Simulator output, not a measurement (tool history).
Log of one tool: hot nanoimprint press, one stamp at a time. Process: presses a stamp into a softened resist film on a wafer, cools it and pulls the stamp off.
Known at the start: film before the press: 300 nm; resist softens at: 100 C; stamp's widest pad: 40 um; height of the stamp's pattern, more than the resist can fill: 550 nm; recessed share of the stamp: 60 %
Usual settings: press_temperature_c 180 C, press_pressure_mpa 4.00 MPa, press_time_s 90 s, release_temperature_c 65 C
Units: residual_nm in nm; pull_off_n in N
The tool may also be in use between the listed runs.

run,hour,press_temperature_c,press_pressure_mpa,press_time_s,release_temperature_c,residual_nm,pull_off_n
1,0.0,180,4.00,90,65,153.1,240
2,12.7,185,4.00,90,65,127.0,237
3,30.3,185,4.00,90,65,126.8,241
4,48.7,185,4.00,90,64,124.7,242
5,61.0,185,4.00,90,64,126.3,243
6,78.1,173,4.00,90,65,200.2,244
7,90.6,173,4.00,90,65,202.3,245
8,106.8,180,4.00,90,65,155.3,247
9,129.4,180,4.00,90,65,154.3,242
10,148.2,188,4.00,90,65,110.6,250
11,166.3,188,4.00,90,65,111.7,250
12,187.3,180,4.00,90,64,158.0,250
13,198.2,180,4.00,90,64,157.1,257
14,220.5,180,4.00,90,64,156.0,250
15,241.2,180,4.00,90,64,157.5,257
# hour 246.1: plate thermocouple calibrated
16,265.7,175,4.15,50,66,219.6,247
17,289.0,175,4.15,121,66,175.7,246
18,301.2,180,4.00,90,71,159.1,246
19,322.6,180,4.00,90,71,161.0,240
# hour 345.5: plate thermocouple calibrated, once more
20,346.9,180,4.00,90,71,144.4,237
21,367.4,180,4.00,90,71,144.5,242
# hour 380.9: stamp cleaned and given a new release coat
22,383.9,190,4.00,87,65,96.7,229
23,400.7,170,4.00,90,62,212.4,234
24,412.4,187,4.79,90,65,97.6,232
25,435.5,180,4.00,90,56,144.5,255
26,446.0,185,4.00,131,52,103.4,252
27,462.3,185,4.00,131,52,103.4,258
28,472.6,178,2.84,81,59,189.6,244
29,484.6,178,2.84,81,59,191.1,250
30,497.8,178,2.84,151,59,159.0,249

Forecast each of these 4 alternatives for the next run:
A,518.6,181,4.00,51,64,?,?
B,518.6,169,3.36,151,68,?,?
C,518.6,170,2.84,151,69,?,?
D,518.6,178,2.84,73,59,?,?

run,residual_nm,pull_off_n
A,168.5,236
B,208.2,229
C,214.2,227
D,195.5,251
Without the tool's hidden state the same runs would have given:
run,residual_nm,pull_off_n
A,167.8,229
B,207.9,222
C,214.0,220
D,195.2,243

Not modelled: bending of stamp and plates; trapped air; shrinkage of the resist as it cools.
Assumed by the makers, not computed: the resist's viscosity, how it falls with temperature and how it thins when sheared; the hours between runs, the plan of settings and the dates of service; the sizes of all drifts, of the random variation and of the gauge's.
